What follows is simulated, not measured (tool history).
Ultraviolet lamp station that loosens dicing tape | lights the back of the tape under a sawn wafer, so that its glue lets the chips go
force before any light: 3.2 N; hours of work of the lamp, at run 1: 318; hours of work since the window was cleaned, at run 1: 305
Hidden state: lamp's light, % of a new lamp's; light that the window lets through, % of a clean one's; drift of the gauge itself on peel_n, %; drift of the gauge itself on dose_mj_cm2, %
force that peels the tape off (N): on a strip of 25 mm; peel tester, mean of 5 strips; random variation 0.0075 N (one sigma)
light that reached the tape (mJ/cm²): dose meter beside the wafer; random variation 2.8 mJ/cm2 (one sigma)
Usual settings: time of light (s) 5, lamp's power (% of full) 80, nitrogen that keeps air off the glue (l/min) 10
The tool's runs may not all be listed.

| run | day | time of light (s) | lamp's power (% of full) | nitrogen that keeps air off the glue (l/min) | hours of work of the lamp | hours of work since the window was cleaned | force that peels the tape off (N) | light that reached the tape (mJ/cm²) |
|---|---|---|---|---|---|---|---|---|
| 1 | 0.000 | 5 | 80 | 10 | 318 | 305 | 0.357 | 319 |
| 2 | 0.408 | 5 | 80 | 10 | 325 | 311 | 0.349 | 320 |
| 3 | 0.750 | 5 | 80 | 12 | 331 | 317 | 0.353 | 316 |
| 4 | 1.175 | 5 | 80 | 12 | 338 | 324 | 0.336 | 312 |
| 5 | 1.683 | 5 | 80 | 10 | 346 | 333 | 0.348 | 318 |
| 6 | 2.204 | 5 | 80 | 10 | 355 | 341 | 0.350 | 311 |
| 7 | 2.708 | 5 | 80 | 10 | 363 | 350 | 0.369 | 315 |
| 8 | 3.092 | 5 | 80 | 10 | 370 | 356 | 0.369 | 314 |
|  | 3.162 | window cleaned of glue's vapour |
| 9 | 3.488 | 5 | 80 | 17 | 376 | 5 | 0.400 | 263 |
| 10 | 3.746 | 5 | 80 | 17 | 380 | 10 | 0.404 | 266 |
|  | 3.988 | window cleaned of glue's vapour, once more |
| 11 | 4.071 | 5 | 80 | 15 | 385 | 1 | 0.289 | 364 |
| 12 | 4.354 | 5 | 80 | 15 | 390 | 6 | 0.282 | 365 |

Forecast run 13:
| 13 | 4.671 | 5 | 80 | 15 | 395 | 11 | ? | ? |

Run 13 gave force that peels the tape off (N) 0.275, light that reached the tape (mJ/cm²) 366.
Without the tool's hidden state the same run would have given force that peels the tape off (N) 0.253, light that reached the tape (mJ/cm²) 402.
